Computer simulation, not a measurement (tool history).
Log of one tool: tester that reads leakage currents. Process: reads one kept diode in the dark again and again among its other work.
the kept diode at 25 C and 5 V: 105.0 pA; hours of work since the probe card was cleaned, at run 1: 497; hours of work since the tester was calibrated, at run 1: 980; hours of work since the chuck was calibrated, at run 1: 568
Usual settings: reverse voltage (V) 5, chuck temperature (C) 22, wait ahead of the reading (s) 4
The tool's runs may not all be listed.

run	hour	reverse voltage (V)	chuck temperature (C)	wait ahead of the reading (s)	hours of work since the probe card was cleaned	hours of work since the tester was calibrated	hours of work since the chuck was calibrated	current that the tester gives (pA)
1	0	5	22	4	497	980	568	77.51
2	50.1	5	22	4	533	1017	605	76.91
3	115.3	5	22	4	581	1064	652	76.81
4	210.7	5	22	4	650	1133	721	75.99
5	298.5	5	29	4	713	1197	785	137.71
6	353	5	22	4	753	1236	824	75.88
7	399.3	5	33	4	786	1270	858	192.94
8	457.1	5	22	4	828	1312	900	75.04
9	519.8	5	22	4	874	1357	945	74.5
# hour 530.8: chuck's temperature calibrated
10	579.9	5	22	4	916	1399	36	83.76
11	628	5	22	4	951	1434	70	83.86
12	693	5	22	0.78	998	1481	118	85.27
13	749.4	5	22	4	1039	1522	158	83
14	817	5	22	4	1088	1571	207	82.27
15	884.3	5	22	4	1136	1620	256	82.3
16	986.8	5	22	4	1211	1694	330	82.01
17	1053.7	5	25	4	1259	1743	379	105.27
18	1153.3	5	22	0.8	1331	1815	451	83.12
19	1221.4	5	21	4	1381	1864	500	74.18
20	1291.8	5	21	4	1432	1915	551	73.7
21	1352.9	1.97	22	4	1476	1959	596	45.62
22	1424.5	7.08	27	9.82	1528	2011	648	148.85
23	1481.8	5	23	4	1569	2053	689	86.3
24	1540.8	3.14	30	2.15	1612	2095	732	116.25
25	1593.8	3.14	30	2.15	1651	2134	770	116.76
# hour 1677.5: probe card cleaned and baked
26	1677.5	1.29	29	3.77	0	2192	829	60.73
27	1763.2	4.29	47	0.51	62	2254	891	530.61
# hour 1848.3: chuck's temperature calibrated
28	1862.1	4.59	22	0.42	132	2325	10	81.01
29	1937.5	11.08	22	4.56	187	2379	65	127.5
30	1998	11.08	22	1.5	231	2423	109	129.56
31	2044.5	15.44	26	4	265	2457	142	217.28
32	2140	15.44	26	4	334	2526	211	217.08
33	2236.1	5	22	6.26	403	2596	281	78.9
34	2340.4	9.59	35	6.26	479	2671	357	346.35
35	2422.6	7.41	41	2.66	539	2731	416	484.18
36	2475.7	7.41	41	2.66	577	2769	455	482.02
37	2525.3	7.41	41	2.66	613	2805	491	478.55
38	2608	4.38	32	2.66	673	2865	551	169.75
39	2674.9	3.47	35	4	721	2914	599	189.03
40	2746.8	13.62	49	3.66	773	2966	651	1241.23

Forecast each of these 3 alternatives for the next run:
A	2817.3	17.99	22	4	825	3017	702	?
B	2817.3	13.62	49	1.64	825	3017	702	?
C	2817.3	5	36	1.54	825	3017	702	?

run	current that the tester gives (pA)
A	165.38
B	1240.29
C	250.98
Without the tool's hidden state the same runs would have given:
run	current that the tester gives (pA)
A	168.36
B	1341.86
C	271.48

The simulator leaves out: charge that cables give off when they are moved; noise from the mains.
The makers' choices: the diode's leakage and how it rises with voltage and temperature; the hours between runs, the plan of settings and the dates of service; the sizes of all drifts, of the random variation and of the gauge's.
